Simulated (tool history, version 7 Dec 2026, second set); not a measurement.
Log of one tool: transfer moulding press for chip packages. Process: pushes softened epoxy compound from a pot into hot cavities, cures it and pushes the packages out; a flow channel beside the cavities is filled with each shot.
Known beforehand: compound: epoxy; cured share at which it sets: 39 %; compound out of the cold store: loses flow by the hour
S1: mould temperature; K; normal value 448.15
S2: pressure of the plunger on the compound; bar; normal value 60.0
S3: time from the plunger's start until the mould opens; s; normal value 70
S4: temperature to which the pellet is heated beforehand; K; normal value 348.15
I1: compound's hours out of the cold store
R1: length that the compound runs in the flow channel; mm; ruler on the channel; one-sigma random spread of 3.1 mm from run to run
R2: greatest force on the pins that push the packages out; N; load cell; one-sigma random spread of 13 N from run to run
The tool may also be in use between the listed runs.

Run 1, hour 0.0: usual settings; I1 21.3. Result: R1 528 mm, R2 703 N.
At hour 43.0: plunger's sealing rings changed.
Run 2, hour 48.9: usual settings; I1 30.6. Result: R1 556 mm, R2 887 N.
At hour 96.0: cavities cleaned with cleaning compound and waxed.
Run 3, hour 100.1: usual settings; I1 17.1. Result: R1 583 mm, R2 670 N.
Run 4, hour 156.7: usual settings but S2 46.8 bar; I1 45.1. Result: R1 446 mm, R2 908 N.
At hour 195.7: cavities cleaned with cleaning compound and waxed.
Run 5, hour 211.9: usual settings but S2 46.8 bar; I1 29.0. Result: R1 485 mm, R2 778 N.
Run 6, hour 248.1: usual settings but S2 46.8 bar; I1 30.1. Result: R1 474 mm, R2 928 N.
At hour 293.4: cavities cleaned with cleaning compound and waxed.
Run 7, hour 306.0: usual settings but S2 46.8 bar; I1 24.7. Result: R1 482 mm, R2 735 N.
Run 8, hour 349.5: usual settings but S1 446.15 K; I1 29.5. Result: R1 534 mm, R2 1002 N.
At hour 390.9: cavities cleaned with cleaning compound and waxed.
Run 9, hour 400.3: usual settings but S1 446.15 K; I1 31.5. Result: R1 520 mm, R2 768 N.
Run 10, hour 440.6: usual settings but S4 340.15 K; I1 23.0. Result: R1 545 mm, R2 902 N.
At hour 487.7: cavities cleaned with cleaning compound and waxed.
Run 11, hour 489.0: usual settings but S4 340.15 K; I1 13.5. Result: R1 557 mm, R2 678 N.
Run 12, hour 530.4: usual settings; I1 47.7. Result: R1 479 mm, R2 798 N.
Run 13, hour 566.3: usual settings; I1 20.5. Result: R1 533 mm, R2 981 N.
At hour 589.0: cavities cleaned with cleaning compound and waxed.
Run 14, hour 606.6: usual settings but S2 67.4 bar; I1 42.2. Result: R1 509 mm, R2 680 N.
Run 15, hour 637.4: usual settings but S1 442.15 K, S2 63.9 bar, S3 79 s, S4 344.15 K; I1 20.5. Result: R1 551 mm, R2 980 N.
At hour 686.4: cavities cleaned with cleaning compound and waxed.
Run 16, hour 690.5: usual settings but S1 452.15 K, S2 63.7 bar, S4 340.15 K; I1 31.6. Result: R1 508 mm, R2 561 N.
At hour 723.7: plunger's sealing rings changed.
Run 17, hour 750.9: usual settings but S1 452.15 K, S2 63.7 bar, S4 340.15 K; I1 44.6. Result: R1 530 mm, R2 742 N.
At hour 788.3: cavities cleaned with cleaning compound and waxed.
Run 18, hour 796.9: usual settings but S1 445.15 K, S3 78 s, S4 351.15 K; I1 13.8. Result: R1 592 mm, R2 657 N.
Run 19, hour 836.0: usual settings but S1 449.15 K, S3 50 s, S4 344.15 K; I1 47.0. Result: R1 499 mm, R2 1984 N.
At hour 886.3: cavities cleaned with cleaning compound and waxed.
Run 20, hour 893.8: usual settings but S3 66 s; I1 9.0. Result: R1 597 mm, R2 833 N.
Run 21, hour 935.6: usual settings but S1 442.15 K, S2 51.0 bar, S3 64 s, S4 340.15 K; I1 14.9. Result: R1 543 mm, R2 1747 N.
At hour 985.6: cavities cleaned with cleaning compound and waxed.
Run 22, hour 986.1: usual settings but S2 46.9 bar, S3 71 s; I1 32.1. Result: R1 470 mm, R2 599 N.
Run 23, hour 1022.7: usual settings but S2 46.9 bar, S3 71 s; I1 8.4. Result: R1 516 mm, R2 818 N.
Run 24, hour 1070.1: usual settings but S1 447.15 K, S2 46.9 bar, S3 71 s, S4 350.15 K; I1 31.7. Result: R1 469 mm, R2 962 N.
At hour 1083.2: cavities cleaned with cleaning compound and waxed.
Run 25, hour 1110.2: usual settings but S1 447.15 K, S2 46.9 bar, S3 71 s, S4 350.15 K; I1 36.7. Result: R1 453 mm, R2 779 N.
Run 26, hour 1166.5: usual settings but S1 440.15 K, S2 46.9 bar, S3 71 s, S4 349.15 K; I1 23.9. Result: R1 487 mm, R2 1580 N.
At hour 1184.6: cavities cleaned with cleaning compound and waxed.
At hour 1206.2: mould's thermocouples calibrated.
Run 27, hour 1218.5: usual settings but S1 445.15 K, S3 54 s, S4 355.15 K; I1 10.7. Result: R1 564 mm, R2 2034 N.

Forecast each of these 5 alternatives for the next run:
Run A, hour 1273.7: usual settings but S1 446.15 K, S2 71.7 bar, S3 102 s, S4 355.15 K; I1 44.4. Result: R1 ?, R2 ?.
Run B, hour 1273.7: usual settings but S2 64.7 bar; I1 22.8. Result: R1 ?, R2 ?.
Run C, hour 1273.7: usual settings but S1 445.15 K, S2 70.1 bar, S3 54 s, S4 349.15 K; I1 11.8. Result: R1 ?, R2 ?.
Run D, hour 1273.7: usual settings but S1 453.15 K, S3 54 s, S4 355.15 K; I1 15.7. Result: R1 ?, R2 ?.
Run E, hour 1273.7: usual settings but S2 45.0 bar, S3 76 s; I1 42.7. Result: R1 ?, R2 ?.

run   R1    R2
  A  532   717
  B  550  1054
  C  608  2583
  D  543  1523
  E  420   868
Without the tool's hidden state the same runs would have given:
run   R1    R2
  A  576   448
  B  595   660
  C  658  1615
  D  588   955
  E  454   543
